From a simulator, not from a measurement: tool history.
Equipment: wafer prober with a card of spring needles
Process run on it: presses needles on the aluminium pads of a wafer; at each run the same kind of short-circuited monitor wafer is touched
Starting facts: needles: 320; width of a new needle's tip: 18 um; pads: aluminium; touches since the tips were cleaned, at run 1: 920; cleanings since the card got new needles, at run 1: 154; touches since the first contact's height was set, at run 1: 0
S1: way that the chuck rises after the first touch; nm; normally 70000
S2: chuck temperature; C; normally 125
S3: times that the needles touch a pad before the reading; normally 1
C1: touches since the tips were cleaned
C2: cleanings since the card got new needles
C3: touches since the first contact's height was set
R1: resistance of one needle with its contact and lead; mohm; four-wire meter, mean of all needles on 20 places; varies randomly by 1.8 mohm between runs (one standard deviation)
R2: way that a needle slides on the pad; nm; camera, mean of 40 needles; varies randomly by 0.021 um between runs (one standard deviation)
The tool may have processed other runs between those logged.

run     day     S1   S2  S3    C1   C2     C3   R1     R2
  1   0.000  70000  125   1   920  154      0  181  16480
      0.379  -- tips cleaned on abrasive film
      0.758  -- tips cleaned on abrasive film
      1.133  -- tips cleaned on abrasive film
      1.512  -- tips cleaned on abrasive film
      1.988  -- tips cleaned on abrasive film
      2.362  -- tips cleaned on abrasive film
  2   2.379  70000  125   1   164  160  24295  181  16440
      2.758  -- tips cleaned on abrasive film
      3.138  -- tips cleaned on abrasive film
      3.608  -- tips cleaned on abrasive film
      3.988  -- tips cleaned on abrasive film
  3   4.154  70000  125   1  1706  164  42413  180  16430
      4.438  -- tips cleaned on abrasive film
      4.908  -- tips cleaned on abrasive film
      5.383  -- tips cleaned on abrasive film
  4   5.454  71000  125   1   725  167  55686  181  16650
      5.829  -- tips cleaned on abrasive film
      6.304  -- tips cleaned on abrasive film
      6.683  -- tips cleaned on abrasive film
  5   6.846  71000  125   1  1699  170  69934  182  16610
      6.954  -- height of the first contact set anew
      7.142  -- tips cleaned on abrasive film
      7.521  -- tips cleaned on abrasive film
      7.996  -- tips cleaned on abrasive film
      8.371  -- tips cleaned on abrasive film
      8.750  -- tips cleaned on abrasive film
  6   8.833  70000  125   1   834  175  19174  184  16360
      9.208  -- tips cleaned on abrasive film
      9.588  -- tips cleaned on abrasive film
     10.062  -- tips cleaned on abrasive film
     10.533  -- tips cleaned on abrasive film
  7  10.712  70000  125   1  1845  179  38394  182  16330
     10.996  -- tips cleaned on abrasive film
     11.375  -- tips cleaned on abrasive film
     11.754  -- tips cleaned on abrasive film
     12.225  -- tips cleaned on abrasive film
     12.696  -- tips cleaned on abrasive film
     13.171  -- tips cleaned on abrasive film
  8  13.350  70000  125   1  1876  185  65367  180  16270
     13.638  -- tips cleaned on abrasive film
     13.929  -- height of the first contact set anew
     14.029  -- tips cleaned on abrasive film
     14.404  -- tips cleaned on abrasive film
     14.783  -- tips cleaned on abrasive film
     15.258  -- tips cleaned on abrasive film
     15.633  -- tips cleaned on abrasive film
  9  15.708  70000  125   1   766  191  18141  182  16280
     16.088  -- tips cleaned on abrasive film
     16.467  -- tips cleaned on abrasive film
     16.846  -- tips cleaned on abrasive film
 10  17.100  70000  125   1  2636  194  32360  182  16270
     17.292  -- tips cleaned on abrasive film
     17.671  -- tips cleaned on abrasive film
     18.050  -- tips cleaned on abrasive film
     18.425  -- tips cleaned on abrasive film
     18.804  -- tips cleaned on abrasive film
     19.279  -- tips cleaned on abrasive film
 11  19.350  70000  125   1   731  200  55292  179  16260
     19.725  -- tips cleaned on abrasive film
     20.104  -- tips cleaned on abrasive film
     20.483  -- tips cleaned on abrasive film
     20.862  -- tips cleaned on abrasive film
     20.875  -- height of the first contact set anew
     21.346  -- tips cleaned on abrasive film
 12  21.442  70000  125   1   988  205   5814  183  16240
     21.725  -- tips cleaned on abrasive film
     22.104  -- tips cleaned on abrasive film
     22.575  -- tips cleaned on abrasive film
     22.954  -- tips cleaned on abrasive film
 13  22.988  72000  108   1   347  209  21584  177  16690
     23.367  -- tips cleaned on abrasive film
     23.746  -- tips cleaned on abrasive film
     24.125  -- tips cleaned on abrasive film
 14  24.354  61000  103   1  2387  212  35554  178  14140
     24.546  -- tips cleaned on abrasive film
     25.017  -- tips cleaned on abrasive film
     25.492  -- tips cleaned on abrasive film
     25.867  -- tips cleaned on abrasive film
     26.246  -- tips cleaned on abrasive film
     26.721  -- tips cleaned on abrasive film
 15  26.792  70000  125   2   745  218  60430  181  16180
     27.171  -- tips cleaned on abrasive film
     27.642  -- tips cleaned on abrasive film
     27.842  -- height of the first contact set anew
     28.033  -- tips cleaned on abrasive film
     28.412  -- tips cleaned on abrasive film
     28.788  -- tips cleaned on abrasive film
 16  29.154  70000  125   2  3759  223  13412  179  16120
     29.250  -- tips cleaned on abrasive film
     29.629  -- tips cleaned on abrasive film
     30.008  -- tips cleaned on abrasive film
     30.388  -- tips cleaned on abrasive film
     30.767  -- tips cleaned on abrasive film
     31.146  -- tips cleaned on abrasive film
     31.521  -- tips cleaned on abrasive film
 17  31.779  75000  100   3  2656  230  40199  175  17250
     31.971  -- tips cleaned on abrasive film
     32.350  -- tips cleaned on abrasive film
     32.729  -- tips cleaned on abrasive film
     33.108  -- tips cleaned on abrasive film
     33.479  -- gauge calibrated
     33.483  -- tips cleaned on abrasive film
 18  33.542  75000  100   3   581  235  58155  173  17630

Here are 4 independent what-if runs from the current tool condition. What would each one return?
     33.921  -- tips cleaned on abrasive film
     34.300  -- tips cleaned on abrasive film
  A  34.638  62000   35   3  3501  237  69379   ?   ?
     33.921  -- tips cleaned on abrasive film
     34.300  -- tips cleaned on abrasive film
  B  34.638  75000  113   2  3501  237  69379   ?   ?
     33.921  -- tips cleaned on abrasive film
     34.300  -- tips cleaned on abrasive film
  C  34.638  75000  100   2  3501  237  69379   ?   ?
     33.921  -- tips cleaned on abrasive film
     34.300  -- tips cleaned on abrasive film
  D  34.638  50000   26   2  3501  237  69379   ?   ?

run   R1     R2
  A  166  14570
  B  176  17610
  C  172  17650
  D  169  11760
Take away the tool's hidden state, keep each run's random variation, and the runs would have read:
run   R1     R2
  A  165  14580
  B  176  17620
  C  172  17670
  D  168  11770
